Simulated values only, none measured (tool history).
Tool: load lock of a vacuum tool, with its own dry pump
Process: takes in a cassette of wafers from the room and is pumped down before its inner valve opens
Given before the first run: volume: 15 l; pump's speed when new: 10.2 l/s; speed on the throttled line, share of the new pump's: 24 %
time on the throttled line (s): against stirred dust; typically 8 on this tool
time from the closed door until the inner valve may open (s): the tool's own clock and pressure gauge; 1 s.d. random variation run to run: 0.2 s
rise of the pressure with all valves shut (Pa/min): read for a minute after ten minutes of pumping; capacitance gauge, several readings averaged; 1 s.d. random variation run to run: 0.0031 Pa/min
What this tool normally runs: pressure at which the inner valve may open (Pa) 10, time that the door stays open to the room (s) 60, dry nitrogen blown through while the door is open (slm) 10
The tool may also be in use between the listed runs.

run	hour	time on the throttled line (s)	pressure at which the inner valve may open (Pa)	time that the door stays open to the room (s)	dry nitrogen blown through while the door is open (slm)	incoming humidity of the room's air, %	time from the closed door until the inner valve may open (s)	rise of the pressure with all valves shut (Pa/min)
1	0.0	8	10	60	10	45.1	19.8	0.338
2	84.9	8	10	60	10	44.3	20.0	0.333
3	201.7	8	10	60	10	47.3	19.7	0.334
4	330.2	8	10	60	10	48.8	20.8	0.347
5	461.9	8	10	60	10	43.5	20.0	0.345
6	615.4	8	10	60	10	46.1	20.0	0.353
# hour 667.0: door's seal changed, seat wiped
7	749.9	8	10	60	10	44.8	19.9	0.057
8	828.4	8	9	60	10	46.3	19.8	0.065
9	973.9	8	15	60	10	44.5	19.8	0.055
10	1050.5	8	10	60	10	44.3	20.3	0.058
11	1199.3	8	10	60	10	48.1	20.2	0.060
12	1351.1	8	10	60	10	45.7	20.0	0.065
13	1499.2	8	10	60	10	44.9	20.3	0.061
14	1609.5	8	14	60	10	43.8	19.7	0.062
15	1753.5	8	15	60	10	44.3	19.6	0.061
16	1879.2	8	15	60	10	42.2	19.5	0.060
17	1984.3	8	15	60	10	46.5	19.4	0.070
18	2117.4	8	15	60	10	44.4	19.5	0.069
19	2252.5	8	10	60	10	45.6	20.3	0.072
20	2325.7	8	13	60	10	45.1	19.9	0.073
21	2472.7	8	13	40	10	47.5	19.8	0.071
22	2576.1	8	13	55	10	42.5	20.2	0.069
23	2740.6	8	13	55	10	44.2	19.9	0.073
24	2856.9	8	13	108	10	43.3	20.0	0.093
25	2936.2	8	13	235	10	39.1	19.9	0.105
26	3099.0	14	18	173	34	46.7	24.0	0.087
27	3199.7	5	10	35	26	46.8	18.2	0.065
28	3362.7	9	10	60	10	43.1	21.1	0.081
29	3437.9	9	10	60	10	44.0	21.3	0.087
30	3597.8	6	8	230	6	46.9	19.6	0.139
31	3754.7	8	10	128	10	42.2	20.3	0.106
32	3878.0	6	19	91	19	43.1	17.9	0.085
33	4019.3	7	14	37	39	47.3	19.1	0.065
34	4151.4	6	10	60	10	45.3	18.9	0.101
35	4261.7	16	12	97	10	41.9	26.1	0.103
36	4333.4	5	16	27	36	44.2	17.4	0.068
37	4425.8	8	19	76	6	44.9	19.7	0.109

What would each run have given without the hidden state, its run-to-run variation left as it was?
The hidden state here: pump's speed, % of a new pump's; leak at the door's seal, Pa l/s; drift of the gauge itself on ready_s, %; drift of the gauge itself on rise_pa_min, %.
run	time from the closed door until the inner valve may open (s)	rise of the pressure with all valves shut (Pa/min)
1	19.4	0.057
2	19.6	0.051
3	19.3	0.051
4	20.4	0.059
5	19.5	0.053
6	19.6	0.057
7	19.5	0.056
8	19.4	0.064
9	19.3	0.053
10	19.8	0.056
11	19.8	0.056
12	19.6	0.060
13	19.8	0.054
14	19.2	0.054
15	19.1	0.052
16	18.9	0.049
17	18.9	0.059
18	19.0	0.057
19	19.7	0.058
20	19.3	0.058
21	19.2	0.055
22	19.6	0.052
23	19.3	0.054
24	19.4	0.073
25	19.3	0.084
26	23.5	0.064
27	17.5	0.040
28	20.5	0.054
29	20.6	0.058
30	18.8	0.109
31	19.6	0.072
32	17.2	0.050
33	18.4	0.028
34	18.1	0.062
35	25.5	0.063
36	16.6	0.026
37	19.0	0.066
